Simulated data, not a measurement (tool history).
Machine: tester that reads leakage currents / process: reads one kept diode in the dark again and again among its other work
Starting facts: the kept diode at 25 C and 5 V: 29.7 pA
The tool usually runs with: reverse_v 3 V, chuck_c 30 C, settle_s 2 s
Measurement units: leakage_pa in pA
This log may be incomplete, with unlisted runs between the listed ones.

run     day  reverse_v  chuck_c  settle_s  leakage_pa
  1       0          3       30         2       37.24
  2   1.754          3       30         2       37.37
  3   5.225          3       30      0.39       38.36
  4   7.025       4.76       30      0.39       48.91
  5  10.271          3       30         2       37.21
  6  13.033          3       30         2       37.15
  7  15.462          3       30      3.27       36.83
  8  18.592       14.3       52      0.42      538.78
  9  21.575       14.3       45      0.89      304.29
 10  24.642       14.3       45      0.89      303.55
 11    28.1       8.99       30      1.47       64.83
 12  31.654       1.83       30         2       29.22
 13  35.292      18.73       27      8.01       70.75

What does the tool deliver on the next run?
 14  36.9          3       30      2.75           ?

For run 14 the tool returned leakage_pa 36.87 pA.
With no hidden state in the tool, this same run would have given leakage_pa 36.87 pA.

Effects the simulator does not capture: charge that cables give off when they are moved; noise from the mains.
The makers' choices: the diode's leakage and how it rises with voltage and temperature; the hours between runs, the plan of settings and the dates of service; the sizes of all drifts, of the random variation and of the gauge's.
